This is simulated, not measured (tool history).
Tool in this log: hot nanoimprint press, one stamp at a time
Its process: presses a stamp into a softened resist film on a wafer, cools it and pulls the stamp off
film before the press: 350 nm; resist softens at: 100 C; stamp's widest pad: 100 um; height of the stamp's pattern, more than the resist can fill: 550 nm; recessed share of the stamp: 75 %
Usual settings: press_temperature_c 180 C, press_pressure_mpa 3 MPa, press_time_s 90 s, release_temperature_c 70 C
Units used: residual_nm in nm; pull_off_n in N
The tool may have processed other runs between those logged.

run   hour  press_temperature_c  press_pressure_mpa  press_time_s  release_temperature_c  residual_nm  pull_off_n
  1      0                  180                   3            90                     70        150.7         193
  2    7.2                  180                   3            90                     70        150.5         196
  3   22.5                  180                   3            90                     70        151.3         194
  4   32.6                  180                   3           133                     70          132         194
  5   42.6                  180                   3           133                     70        131.2         200
  6   55.2                  180                   3           133                     70        129.1         187
  7   68.1                  180                   3           133                     70        129.8         188
  8   83.7                  180                   3           133                     70        132.6         190
  9   97.7                  180                   3           130                     70          132         187
     105.6  -- stamp cleaned and given a new release coat
 10  114.5                  180                   3           130                     70        130.5         184
 11  122.3                  180                   3           130                     70        132.9         188
 12  134.8                  180                   3           130                     70        132.2         190
 13  144.9                  180                   3           130                     70        132.2         194
 14    159                  180                   3            90                     70        151.5         194
 15  170.5                  180                   3           130                     70        133.2         191
 16  181.8                  180                   3            99                     70          146         186
 17  193.3                  180                   3            99                     70          147         185
 18  202.5                  180                   3           127                     70        133.3         192
 19  213.3                  180                   3            90                     76        150.7         164
 20    222                  191                4.06            93                     69           88         195
 21  230.8                  173                   3            90                     77        193.4         154
 22  238.7                  173                   3            90                     77        191.5         159
 23  245.5                  173                   3            90                     77        192.6         158
 24  259.4                  173                   3            90                     77        192.5         159
 25  266.6                  186                 2.2           112                     56        134.8         251
 26  278.9                  186                 2.2           112                     75          135         168
 27  293.6                  186                 2.2           112                     75          135         169
 28  308.9                  186                 2.2           112                     75        134.6         166
 29  317.3                  173                 2.2           124                     68        199.3         200

Consider 5 possible next runs. They are alternatives, not a sequence: every one starts from the tool as it was left by run 29. What does each give?
  A  332.5                  180                   3            51                     70            ?           ?
  B  332.5                  180                3.46            79                     78            ?           ?
  C  332.5                  170                 2.2            90                     74            ?           ?
  D  332.5                  191                   3            46                     70            ?           ?
  E  332.5                  173                3.42           124                     71            ?           ?

run  residual_nm  pull_off_n
  A        187.5         195
  B        147.3         158
  C        235.8         175
  D        136.9         187
  E        162.8         186
The same runs, with their run-to-run variation unchanged, on a tool lacking any hidden condition would have given:
run  residual_nm  pull_off_n
  A        187.1         194
  B        146.9         158
  C        235.4         174
  D        136.6         187
  E        162.4         185
